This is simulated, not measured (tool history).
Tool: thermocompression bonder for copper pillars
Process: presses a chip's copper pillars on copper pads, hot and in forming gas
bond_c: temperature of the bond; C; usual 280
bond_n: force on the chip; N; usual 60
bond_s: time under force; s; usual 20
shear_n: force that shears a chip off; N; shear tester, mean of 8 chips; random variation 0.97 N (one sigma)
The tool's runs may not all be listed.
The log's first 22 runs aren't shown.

run	hour	bond_c	bond_n	bond_s	shear_n
# hour 579.5: forming gas filter changed
23	586	252	47	30	59.5
24	618.8	279	72	30	102.3
25	649.2	279	72	30	101.9
26	665.1	279	49	16	64.9
27	686	255	51	23	59
28	702	255	51	23	59.4
29	719.1	304	85	23	118.6
30	746	304	55	17	93.1
31	768.7	294	55	17	85.3
# hour 780.5: forming gas filter changed
32	790.1	294	55	17	84.6

3 ways to go on from here, each from the tool as it stands after run 32. What would each give?
A	826.4	280	73	20	?
B	826.4	294	78	17	?
C	826.4	280	60	18	?

run	shear_n
A	96.7
B	104.9
C	81
Without the tool's hidden state the same runs would have given:
run	shear_n
A	96.5
B	104.7
C	80.8
